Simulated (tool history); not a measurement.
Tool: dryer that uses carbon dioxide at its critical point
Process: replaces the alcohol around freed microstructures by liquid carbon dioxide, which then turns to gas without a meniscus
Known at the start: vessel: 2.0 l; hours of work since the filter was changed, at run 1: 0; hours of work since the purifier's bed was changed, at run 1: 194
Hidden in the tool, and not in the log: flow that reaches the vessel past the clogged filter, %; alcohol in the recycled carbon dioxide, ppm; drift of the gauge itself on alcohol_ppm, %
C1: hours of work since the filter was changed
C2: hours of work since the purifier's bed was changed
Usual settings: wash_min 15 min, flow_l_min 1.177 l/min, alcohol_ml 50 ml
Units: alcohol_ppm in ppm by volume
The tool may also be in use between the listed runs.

run 1 hour=0 | wash_min=15 flow_l_min=1.177 alcohol_ml=50 | C1=0 C2=194 | alcohol_ppm=84
run 2 hour=32.3 | wash_min=15 flow_l_min=1.177 alcohol_ml=50 | C1=18 C2=212 | alcohol_ppm=111
run 3 hour=85.3 | wash_min=15 flow_l_min=1.177 alcohol_ml=50 | C1=48 C2=241 | alcohol_ppm=116
run 4 hour=131.9 | wash_min=15 flow_l_min=1.177 alcohol_ml=50 | C1=74 C2=267 | alcohol_ppm=122
run 5 hour=163.5 | wash_min=15 flow_l_min=1.177 alcohol_ml=57 | C1=91 C2=285 | alcohol_ppm=140
run 6 hour=203.4 | wash_min=15 flow_l_min=1.177 alcohol_ml=50 | C1=114 C2=307 | alcohol_ppm=145
run 7 hour=255.1 | wash_min=15 flow_l_min=1.177 alcohol_ml=50 | C1=142 C2=336 | alcohol_ppm=158
run 8 hour=302.8 | wash_min=15 flow_l_min=1.177 alcohol_ml=50 | C1=169 C2=363 | alcohol_ppm=172
run 9 hour=348.9 | wash_min=15 flow_l_min=1.177 alcohol_ml=50 | C1=195 C2=389 | alcohol_ppm=181
run 10 hour=396.6 | wash_min=15 flow_l_min=1.177 alcohol_ml=50 | C1=222 C2=415 | alcohol_ppm=209
run 11 hour=419.6 | wash_min=15 flow_l_min=1.177 alcohol_ml=50 | C1=234 C2=428 | alcohol_ppm=205
run 12 hour=443.2 | wash_min=15 flow_l_min=1.177 alcohol_ml=50 | C1=248 C2=441 | alcohol_ppm=205
run 13 hour=478.7 | wash_min=24 flow_l_min=1.16 alcohol_ml=95 | C1=267 C2=461 | alcohol_ppm=156
run 14 hour=520.5 | wash_min=24 flow_l_min=1.16 alcohol_ml=95 | C1=291 C2=485 | alcohol_ppm=170
run 15 hour=559.4 | wash_min=24 flow_l_min=1.16 alcohol_ml=95 | C1=312 C2=506 | alcohol_ppm=176
-- hour=570.6 inlet filter changed
run 16 hour=592.9 | wash_min=15 flow_l_min=0.97 alcohol_ml=50 | C1=12 C2=524 | alcohol_ppm=281
run 17 hour=637.4 | wash_min=18 flow_l_min=1.12 alcohol_ml=76 | C1=37 C2=549 | alcohol_ppm=209
run 18 hour=689 | wash_min=18 flow_l_min=1.12 alcohol_ml=76 | C1=66 C2=578 | alcohol_ppm=222
run 19 hour=731.2 | wash_min=23 flow_l_min=1.177 alcohol_ml=50 | C1=90 C2=602 | alcohol_ppm=203
run 20 hour=773.3 | wash_min=22 flow_l_min=0.77 alcohol_ml=111 | C1=113 C2=625 | alcohol_ppm=331
run 21 hour=805.9 | wash_min=22 flow_l_min=0.77 alcohol_ml=26 | C1=131 C2=643 | alcohol_ppm=254
run 22 hour=841.4 | wash_min=11 flow_l_min=1.177 alcohol_ml=102 | C1=151 C2=663 | alcohol_ppm=722
run 23 hour=880.9 | wash_min=10 flow_l_min=1.177 alcohol_ml=21 | C1=173 C2=685 | alcohol_ppm=396
run 24 hour=919.4 | wash_min=9 flow_l_min=1.01 alcohol_ml=24 | C1=195 C2=707 | alcohol_ppm=735

Forecast each of these 3 alternatives for the next run:
run A hour=947.1 | wash_min=15 flow_l_min=1.98 alcohol_ml=22 | C1=210 C2=722 | alcohol_ppm=?
run B hour=947.1 | wash_min=20 flow_l_min=1.177 alcohol_ml=50 | C1=210 C2=722 | alcohol_ppm=?
run C hour=947.1 | wash_min=15 flow_l_min=1.177 alcohol_ml=114 | C1=210 C2=722 | alcohol_ppm=?

run=A alcohol_ppm=255
run=B alcohol_ppm=270
run=C alcohol_ppm=385
Without the tool's hidden state the same runs would have given:
run=A alcohol_ppm=11
run=B alcohol_ppm=18
run=C alcohol_ppm=75
